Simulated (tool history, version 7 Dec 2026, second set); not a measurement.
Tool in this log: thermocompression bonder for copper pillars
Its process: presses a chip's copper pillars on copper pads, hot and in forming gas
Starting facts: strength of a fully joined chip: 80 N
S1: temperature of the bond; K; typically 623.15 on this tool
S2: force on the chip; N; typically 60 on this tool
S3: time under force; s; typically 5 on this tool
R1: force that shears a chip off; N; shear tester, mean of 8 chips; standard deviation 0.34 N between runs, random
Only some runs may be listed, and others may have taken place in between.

run 1 hour=0 | S1=623.15 S2=60 S3=5 | R1=56.1
run 2 hour=7.7 | S1=623.15 S2=60 S3=5 | R1=55.7
run 3 hour=21.8 | S1=623.15 S2=60 S3=5 | R1=56.5
run 4 hour=30 | S1=623.15 S2=60 S3=13 | R1=68.7
run 5 hour=40.4 | S1=640.15 S2=60 S3=13 | R1=72.9
run 6 hour=49.2 | S1=623.15 S2=60 S3=5 | R1=56.3
run 7 hour=63.4 | S1=623.15 S2=60 S3=5 | R1=56
-- hour=65.9 force cell calibrated
run 8 hour=74.5 | S1=637.15 S2=60 S3=5 | R1=60.5
run 9 hour=83.8 | S1=637.15 S2=60 S3=5 | R1=60.2
run 10 hour=97.3 | S1=637.15 S2=60 S3=5 | R1=59.8
-- hour=109.5 force cell calibrated, once more
run 11 hour=112.5 | S1=613.15 S2=89 S3=5 | R1=65.8
run 12 hour=120.6 | S1=613.15 S2=89 S3=5 | R1=66
run 13 hour=133.7 | S1=623.15 S2=60 S3=10 | R1=64.9
run 14 hour=143.6 | S1=616.15 S2=62 S3=3 | R1=47.2
run 15 hour=152 | S1=616.15 S2=62 S3=3 | R1=46.5
run 16 hour=162.3 | S1=623.15 S2=52 S3=9 | R1=58.6
run 17 hour=168.6 | S1=623.15 S2=52 S3=9 | R1=57.6

Selected run-to-run steps in R1, each split into two signed amounts: the part the tool would show with no hidden state at all (from settings, incoming material and random variation), and the remainder, which goes to the hidden state together with any gauge scatter not common to the measured and the hidden-state-free results:
Hidden state at play: true temperature of the bond over the reading, C; force that reaches the chip, % of what is set; oxide that the forming gas leaves, % of the face; drift of the gauge itself on shear_n, %.
Run 13 -> 14: S1 623.15 -> 616.15, S2 60 -> 62, S3 10 -> 3. R1 -17.7 N: hidden state +0.8, all else -18.5.
